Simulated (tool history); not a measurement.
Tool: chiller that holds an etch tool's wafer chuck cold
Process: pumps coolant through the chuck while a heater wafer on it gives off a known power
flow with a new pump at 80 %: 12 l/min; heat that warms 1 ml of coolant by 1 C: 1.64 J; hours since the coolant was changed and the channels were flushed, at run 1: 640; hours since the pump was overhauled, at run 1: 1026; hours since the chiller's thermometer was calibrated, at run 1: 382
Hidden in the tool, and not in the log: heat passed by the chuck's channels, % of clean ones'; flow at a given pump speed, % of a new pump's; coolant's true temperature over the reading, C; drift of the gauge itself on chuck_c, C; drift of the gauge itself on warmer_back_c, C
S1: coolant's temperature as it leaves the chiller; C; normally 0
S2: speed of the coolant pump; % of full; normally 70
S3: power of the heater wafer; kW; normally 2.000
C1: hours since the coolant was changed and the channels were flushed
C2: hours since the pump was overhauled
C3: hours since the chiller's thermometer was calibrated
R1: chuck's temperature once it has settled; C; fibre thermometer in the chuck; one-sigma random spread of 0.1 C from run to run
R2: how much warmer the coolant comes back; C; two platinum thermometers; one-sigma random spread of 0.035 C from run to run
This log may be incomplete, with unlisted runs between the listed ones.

{"run": 1, "hour": 0.0, "S1": 0, "S2": 70, "S3": 2.0, "C1": 640, "C2": 1026, "C3": 382, "R1": 20.4, "R2": 6.92}
{"run": 2, "hour": 24.4, "S1": 0, "S2": 70, "S3": 2.0, "C1": 664, "C2": 1051, "C3": 406, "R1": 20.2, "R2": 6.98}
{"run": 3, "hour": 53.0, "S1": 0, "S2": 74, "S3": 2.0, "C1": 693, "C2": 1079, "C3": 435, "R1": 19.2, "R2": 6.59}
{"run": 4, "hour": 68.9, "S1": 0, "S2": 74, "S3": 2.0, "C1": 709, "C2": 1095, "C3": 450, "R1": 19.3, "R2": 6.58}
{"run": 5, "hour": 89.9, "S1": 0, "S2": 96, "S3": 2.0, "C1": 730, "C2": 1116, "C3": 471, "R1": 15.7, "R2": 5.07}
{"run": 6, "hour": 114.8, "S1": 0, "S2": 96, "S3": 2.0, "C1": 755, "C2": 1141, "C3": 496, "R1": 15.5, "R2": 5.04}
{"run": 7, "hour": 136.6, "S1": 0, "S2": 96, "S3": 2.0, "C1": 777, "C2": 1163, "C3": 518, "R1": 15.7, "R2": 4.99}
{"run": 8, "hour": 165.9, "S1": 0, "S2": 96, "S3": 2.0, "C1": 806, "C2": 1192, "C3": 547, "R1": 15.6, "R2": 4.99}
{"run": 9, "hour": 193.3, "S1": 0, "S2": 70, "S3": 2.0, "C1": 833, "C2": 1220, "C3": 575, "R1": 20.3, "R2": 6.82}
{"run": 10, "hour": 209.5, "S1": 0, "S2": 70, "S3": 1.09, "C1": 850, "C2": 1236, "C3": 591, "R1": 11.0, "R2": 3.71}
{"run": 11, "hour": 229.7, "S1": 0, "S2": 70, "S3": 2.0, "C1": 870, "C2": 1256, "C3": 611, "R1": 20.3, "R2": 6.79}
{"run": 12, "hour": 257.9, "S1": 8, "S2": 98, "S3": 1.994, "C1": 898, "C2": 1284, "C3": 639, "R1": 23.3, "R2": 4.89}
{"run": 13, "hour": 281.0, "S1": 6, "S2": 70, "S3": 2.627, "C1": 921, "C2": 1307, "C3": 663, "R1": 32.8, "R2": 9.01}
{"run": 14, "hour": 316.4, "S1": 6, "S2": 70, "S3": 2.627, "C1": 957, "C2": 1343, "C3": 698, "R1": 32.6, "R2": 8.88}
{"run": 15, "hour": 346.3, "S1": -7, "S2": 78, "S3": 1.021, "C1": 986, "C2": 1373, "C3": 728, "R1": 2.6, "R2": 3.03}
{"run": 16, "hour": 382.9, "S1": 3, "S2": 96, "S3": 1.125, "C1": 1023, "C2": 1409, "C3": 764, "R1": 11.9, "R2": 2.67}
{"run": 17, "hour": 414.2, "S1": 9, "S2": 70, "S3": 2.0, "C1": 1054, "C2": 1441, "C3": 796, "R1": 29.1, "R2": 6.63}
{"run": 18, "hour": 429.9, "S1": 3, "S2": 63, "S3": 1.972, "C1": 1070, "C2": 1456, "C3": 811, "R1": 24.8, "R2": 7.3}
{"run": 19, "hour": 462.4, "S1": 9, "S2": 89, "S3": 1.161, "C1": 1102, "C2": 1489, "C3": 844, "R1": 18.8, "R2": 2.98}
{"run": 20, "hour": 495.9, "S1": 8, "S2": 70, "S3": 2.0, "C1": 1136, "C2": 1522, "C3": 877, "R1": 28.1, "R2": 6.65}
{"run": 21, "hour": 529.4, "S1": 8, "S2": 70, "S3": 2.0, "C1": 1169, "C2": 1556, "C3": 911, "R1": 28.2, "R2": 6.69}

3 options for the next run, each taken on its own from the tool as it stands now. Forecast them:
{"run": "A", "hour": 561.4, "S1": -3, "S2": 97, "S3": 1.869, "C1": 1201, "C2": 1588, "C3": 943, "R1": "?", "R2": "?"}
{"run": "B", "hour": 561.4, "S1": 8, "S2": 62, "S3": 2.0, "C1": 1201, "C2": 1588, "C3": 943, "R1": "?", "R2": "?"}
{"run": "C", "hour": 561.4, "S1": 2, "S2": 96, "S3": 2.634, "C1": 1201, "C2": 1588, "C3": 943, "R1": "?", "R2": "?"}

run=A R1=11.5 R2=4.47
run=B R1=30.5 R2=7.54
run=C R1=22.5 R2=6.49
Without the tool's hidden state the same runs would have given:
run=A R1=11.5 R2=4.74
run=B R1=30.5 R2=7.81
run=C R1=22.5 R2=6.76

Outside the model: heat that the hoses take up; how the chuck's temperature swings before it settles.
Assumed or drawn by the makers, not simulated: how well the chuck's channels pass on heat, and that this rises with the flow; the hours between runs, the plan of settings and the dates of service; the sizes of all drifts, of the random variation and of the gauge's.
